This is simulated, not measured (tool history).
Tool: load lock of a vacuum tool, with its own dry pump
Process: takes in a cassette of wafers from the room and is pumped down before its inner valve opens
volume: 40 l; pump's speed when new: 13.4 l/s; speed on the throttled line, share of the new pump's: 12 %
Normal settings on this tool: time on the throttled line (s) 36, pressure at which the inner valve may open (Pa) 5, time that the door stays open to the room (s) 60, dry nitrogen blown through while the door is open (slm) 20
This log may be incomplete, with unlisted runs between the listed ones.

run	hour	time on the throttled line (s)	pressure at which the inner valve may open (Pa)	time that the door stays open to the room (s)	dry nitrogen blown through while the door is open (slm)	incoming humidity of the room's air, %	time from the closed door until the inner valve may open (s)	rise of the pressure with all valves shut (Pa/min)
1	0	36	5	60	20	45.1	62.8	0.104
2	122.9	36	5	60	20	46.3	63.2	0.1
3	260.9	36	5	60	20	48.1	62.8	0.11
4	413.4	36	5	60	20	43.3	62.4	0.113
5	564.1	36	5	60	20	47.8	63.2	0.12
6	704.3	36	8	60	20	45.2	61.2	0.12
7	863.4	36	8	60	20	45.1	61.6	0.124
8	988	36	8	60	20	47.6	61.2	0.132
9	1119.4	36	5	36	20	48.3	62.7	0.129
10	1272.2	70	5	60	20	44.4	93.4	0.138
11	1431.7	70	5	60	20	47	93.8	0.148
12	1592.5	36	5	60	20	44.6	63.3	0.148
13	1680.7	36	5	60	20	45.1	63.4	0.152
14	1787.7	49	5	56	20	42.4	74.3	0.161
15	1918.9	36	8	88	7	44.1	61	0.202
16	2038.4	36	9	88	7	46.3	60.9	0.21
17	2126	36	9	88	7	48.2	60.8	0.222
18	2246.2	36	9	88	7	44.2	61.3	0.225
19	2369.1	36	9	88	7	43	61.2	0.221

What will run 20 give?
20	2492.7	36	5	221	20	43.3	?	?

{"run 20": {"time from the closed door until the inner valve may open (s)": 62.9, "rise of the pressure with all valves shut (Pa/min)": 0.257}}
With the hidden condition absent and the run-to-run variation left alone, this run would have shown time from the closed door until the inner valve may open (s) 61.3, rise of the pressure with all valves shut (Pa/min) 0.107.
